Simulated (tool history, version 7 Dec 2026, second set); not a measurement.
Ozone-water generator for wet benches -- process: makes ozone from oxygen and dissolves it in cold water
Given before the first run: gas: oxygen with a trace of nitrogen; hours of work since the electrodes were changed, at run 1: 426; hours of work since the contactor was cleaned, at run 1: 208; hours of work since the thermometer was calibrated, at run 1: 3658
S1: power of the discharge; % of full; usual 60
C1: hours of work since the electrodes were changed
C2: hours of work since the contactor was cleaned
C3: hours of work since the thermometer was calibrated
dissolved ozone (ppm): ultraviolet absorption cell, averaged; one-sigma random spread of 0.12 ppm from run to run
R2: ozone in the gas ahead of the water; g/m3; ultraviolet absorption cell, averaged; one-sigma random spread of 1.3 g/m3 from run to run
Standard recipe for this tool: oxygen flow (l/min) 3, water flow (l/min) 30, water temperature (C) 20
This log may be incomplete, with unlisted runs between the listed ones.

run 1 hour=0 | S1=60 oxygen_flow_(l/min)=3 water_flow_(l/min)=30 water_temperature_(C)=20 | C1=426 C2=208 C3=3658 | dissolved_ozone_(ppm)=13.4 R2=240.7
run 2 hour=21.4 | S1=60 oxygen_flow_(l/min)=3 water_flow_(l/min)=30 water_temperature_(C)=20 | C1=439 C2=222 C3=3672 | dissolved_ozone_(ppm)=13.4 R2=242.1
run 3 hour=44.7 | S1=60 oxygen_flow_(l/min)=3 water_flow_(l/min)=30 water_temperature_(C)=20 | C1=454 C2=237 C3=3687 | dissolved_ozone_(ppm)=13.5 R2=238.8
run 4 hour=69.5 | S1=60 oxygen_flow_(l/min)=3 water_flow_(l/min)=30 water_temperature_(C)=20 | C1=470 C2=253 C3=3703 | dissolved_ozone_(ppm)=13.5 R2=241.1
run 5 hour=90.9 | S1=60 oxygen_flow_(l/min)=3 water_flow_(l/min)=30 water_temperature_(C)=20 | C1=484 C2=266 C3=3717 | dissolved_ozone_(ppm)=13.2 R2=240.6
run 6 hour=114.5 | S1=60 oxygen_flow_(l/min)=2.18 water_flow_(l/min)=30 water_temperature_(C)=20 | C1=499 C2=282 C3=3732 | dissolved_ozone_(ppm)=12.5 R2=290
run 7 hour=144 | S1=60 oxygen_flow_(l/min)=2.18 water_flow_(l/min)=30 water_temperature_(C)=20 | C1=518 C2=301 C3=3751 | dissolved_ozone_(ppm)=12.7 R2=292.3
run 8 hour=166.1 | S1=60 oxygen_flow_(l/min)=3 water_flow_(l/min)=31 water_temperature_(C)=20 | C1=533 C2=315 C3=3765 | dissolved_ozone_(ppm)=12.8 R2=241
run 9 hour=197.9 | S1=60 oxygen_flow_(l/min)=3 water_flow_(l/min)=31 water_temperature_(C)=20 | C1=553 C2=335 C3=3786 | dissolved_ozone_(ppm)=13.2 R2=238.8
run 10 hour=234.3 | S1=60 oxygen_flow_(l/min)=3 water_flow_(l/min)=30 water_temperature_(C)=20 | C1=577 C2=359 C3=3809 | dissolved_ozone_(ppm)=13.3 R2=240.2
run 11 hour=269 | S1=60 oxygen_flow_(l/min)=3 water_flow_(l/min)=30 water_temperature_(C)=24 | C1=599 C2=381 C3=3832 | dissolved_ozone_(ppm)=12.8 R2=237.7
run 12 hour=290.8 | S1=60 oxygen_flow_(l/min)=3 water_flow_(l/min)=30 water_temperature_(C)=24 | C1=613 C2=395 C3=3846 | dissolved_ozone_(ppm)=12.8 R2=238.5
run 13 hour=315.4 | S1=60 oxygen_flow_(l/min)=3 water_flow_(l/min)=30 water_temperature_(C)=24 | C1=629 C2=411 C3=3862 | dissolved_ozone_(ppm)=12.9 R2=237.8
run 14 hour=342.4 | S1=53 oxygen_flow_(l/min)=3 water_flow_(l/min)=30 water_temperature_(C)=20 | C1=647 C2=429 C3=3879 | dissolved_ozone_(ppm)=12.2 R2=224
run 15 hour=361.1 | S1=53 oxygen_flow_(l/min)=3 water_flow_(l/min)=30 water_temperature_(C)=20 | C1=659 C2=441 C3=3891 | dissolved_ozone_(ppm)=12.4 R2=223.1
run 16 hour=386 | S1=60 oxygen_flow_(l/min)=5.29 water_flow_(l/min)=30 water_temperature_(C)=20 | C1=675 C2=457 C3=3907 | dissolved_ozone_(ppm)=14 R2=171.2
run 17 hour=401.9 | S1=60 oxygen_flow_(l/min)=1.8 water_flow_(l/min)=30 water_temperature_(C)=16 | C1=685 C2=467 C3=3917 | dissolved_ozone_(ppm)=12.1 R2=327.9
run 18 hour=438.1 | S1=60 oxygen_flow_(l/min)=1.8 water_flow_(l/min)=30 water_temperature_(C)=16 | C1=708 C2=490 C3=3941 | dissolved_ozone_(ppm)=12.3 R2=324.5
run 19 hour=459.5 | S1=60 oxygen_flow_(l/min)=1.8 water_flow_(l/min)=30 water_temperature_(C)=16 | C1=722 C2=504 C3=3955 | dissolved_ozone_(ppm)=12.1 R2=323.9
run 20 hour=486.4 | S1=60 oxygen_flow_(l/min)=1.8 water_flow_(l/min)=30 water_temperature_(C)=16 | C1=739 C2=522 C3=3972 | dissolved_ozone_(ppm)=12 R2=324.9
run 21 hour=516.2 | S1=60 oxygen_flow_(l/min)=1.8 water_flow_(l/min)=30 water_temperature_(C)=16 | C1=759 C2=541 C3=3991 | dissolved_ozone_(ppm)=12.4 R2=324.6
run 22 hour=535.7 | S1=60 oxygen_flow_(l/min)=1.8 water_flow_(l/min)=30 water_temperature_(C)=16 | C1=771 C2=553 C3=4004 | dissolved_ozone_(ppm)=12.4 R2=326.1
-- hour=538.6 water thermometer calibrated
run 23 hour=572.6 | S1=58 oxygen_flow_(l/min)=2.52 water_flow_(l/min)=39 water_temperature_(C)=16 | C1=795 C2=577 C3=22 | dissolved_ozone_(ppm)=9.9 R2=257.8
run 24 hour=604.3 | S1=64 oxygen_flow_(l/min)=4.22 water_flow_(l/min)=26 water_temperature_(C)=16 | C1=815 C2=597 C3=42 | dissolved_ozone_(ppm)=16.8 R2=206.6
run 25 hour=622.7 | S1=64 oxygen_flow_(l/min)=4.22 water_flow_(l/min)=26 water_temperature_(C)=16 | C1=827 C2=609 C3=54 | dissolved_ozone_(ppm)=16.8 R2=200.8
-- hour=632.8 water thermometer calibrated, once more
run 26 hour=658.7 | S1=60 oxygen_flow_(l/min)=3 water_flow_(l/min)=19 water_temperature_(C)=18 | C1=850 C2=632 C3=17 | dissolved_ozone_(ppm)=20.5 R2=240.6
run 27 hour=674.9 | S1=72 oxygen_flow_(l/min)=1.63 water_flow_(l/min)=30 water_temperature_(C)=20 | C1=860 C2=643 C3=27 | dissolved_ozone_(ppm)=12.8 R2=374.8
run 28 hour=711.4 | S1=65 oxygen_flow_(l/min)=3 water_flow_(l/min)=47 water_temperature_(C)=20 | C1=884 C2=666 C3=51 | dissolved_ozone_(ppm)=8.6 R2=249.2
run 29 hour=738.9 | S1=65 oxygen_flow_(l/min)=3 water_flow_(l/min)=47 water_temperature_(C)=20 | C1=902 C2=684 C3=68 | dissolved_ozone_(ppm)=8.5 R2=247.9
run 30 hour=773.1 | S1=65 oxygen_flow_(l/min)=3 water_flow_(l/min)=47 water_temperature_(C)=20 | C1=924 C2=706 C3=90 | dissolved_ozone_(ppm)=8.6 R2=249.1
run 31 hour=801.6 | S1=43 oxygen_flow_(l/min)=3 water_flow_(l/min)=38 water_temperature_(C)=18 | C1=942 C2=724 C3=109 | dissolved_ozone_(ppm)=8.8 R2=199
run 32 hour=834.5 | S1=52 oxygen_flow_(l/min)=3 water_flow_(l/min)=22 water_temperature_(C)=18 | C1=963 C2=745 C3=130 | dissolved_ozone_(ppm)=16.5 R2=219.9

Entry by entry between the runs, the difference in hidden state between the last listed run before and the first listed run after:
In the gap between runs 22 and 23: water thermometer calibrated (hour 538.6)
  yield of the discharge, % of new electrodes': 99.3 -> 99.2; contactor's efficiency, % of a clean one's: 97.7 -> 97.6; true water temperature over the reading, C: 0.14 -> 0.22
  measured minus no-state result, dissolved ozone (ppm): -0.2 -> -0.2; R2: -2.2 -> -1.8 g/m3
In the gap between runs 25 and 26: water thermometer calibrated, once more (hour 632.8)
  yield of the discharge, % of new electrodes': 99.2 -> 99.1; contactor's efficiency, % of a clean one's: 97.5 -> 97.4; true water temperature over the reading, C: 0.23 -> 0.08
  measured minus no-state result, dissolved ozone (ppm): -0.4 -> -0.4; R2: -1.6 -> -1.9 g/m3
